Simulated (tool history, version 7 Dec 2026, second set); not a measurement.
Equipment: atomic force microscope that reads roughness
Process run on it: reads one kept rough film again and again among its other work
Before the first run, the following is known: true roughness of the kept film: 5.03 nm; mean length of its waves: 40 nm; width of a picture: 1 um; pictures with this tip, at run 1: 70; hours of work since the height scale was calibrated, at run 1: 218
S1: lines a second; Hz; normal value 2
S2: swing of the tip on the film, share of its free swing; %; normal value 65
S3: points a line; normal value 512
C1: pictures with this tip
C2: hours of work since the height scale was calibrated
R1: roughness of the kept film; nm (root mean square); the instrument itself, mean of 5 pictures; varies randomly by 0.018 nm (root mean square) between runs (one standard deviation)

| run | hour | S1 | S2 | S3 | C1 | C2 | R1 |
|---|---|---|---|---|---|---|---|
| 1 | 0 | 2 | 65 | 512 | 70 | 218 | 3.867 |
| 2 | 4.5 | 2 | 65 | 512 | 74 | 221 | 3.823 |
| 3 | 11.7 | 2 | 65 | 512 | 82 | 225 | 3.824 |
| 4 | 17.8 | 2 | 65 | 512 | 88 | 229 | 3.749 |
|  | 18.8 | new tip fitted |
| 5 | 25.6 | 2 | 65 | 512 | 7 | 233 | 4.28 |
| 6 | 30.1 | 3 | 65 | 512 | 11 | 236 | 4.097 |
| 7 | 39 | 3 | 65 | 512 | 20 | 241 | 4.018 |
| 8 | 43.7 | 3 | 65 | 512 | 25 | 244 | 3.983 |
| 9 | 48 | 2 | 58 | 512 | 30 | 247 | 4.249 |
|  | 49.7 | height scale calibrated on a step standard |
| 10 | 57.1 | 1.26 | 60 | 512 | 38 | 4 | 4.244 |
| 11 | 62 | 1.76 | 65 | 512 | 43 | 7 | 4.114 |
| 12 | 66.7 | 1.76 | 65 | 512 | 48 | 10 | 4.039 |
| 13 | 75.1 | 1.76 | 65 | 512 | 57 | 15 | 3.976 |
| 14 | 84.7 | 0.87 | 90 | 990 | 67 | 21 | 3.691 |
|  | 88.1 | height scale calibrated on a step standard, once more |
| 15 | 93.4 | 0.71 | 77 | 669 | 75 | 3 | 3.892 |
| 16 | 100.2 | 0.71 | 77 | 669 | 82 | 7 | 3.859 |
|  | 107.6 | new tip fitted |
| 17 | 107.9 | 2 | 63 | 879 | 0 | 12 | 4.37 |
| 18 | 116.9 | 1.32 | 67 | 473 | 9 | 17 | 4.357 |

Predict each of these 5 candidate next runs independently; none follows another, all start after run 18:
| A | 122.7 | 2 | 65 | 913 | 15 | 20 | ? |
| B | 122.7 | 1.59 | 58 | 302 | 15 | 20 | ? |
| C | 122.7 | 1.32 | 82 | 473 | 15 | 20 | ? |
| D | 122.7 | 0.51 | 67 | 588 | 15 | 20 | ? |
| E | 122.7 | 3.37 | 65 | 847 | 15 | 20 | ? |

| run | R1 |
|---|---|
| A | 4.218 |
| B | 4.354 |
| C | 4.003 |
| D | 4.427 |
| E | 4.012 |
The same runs, with their run-to-run variation unchanged, on a tool lacking any hidden condition would have given:
| run | R1 |
|---|---|
| A | 4.357 |
| B | 4.497 |
| C | 4.135 |
| D | 4.572 |
| E | 4.144 |
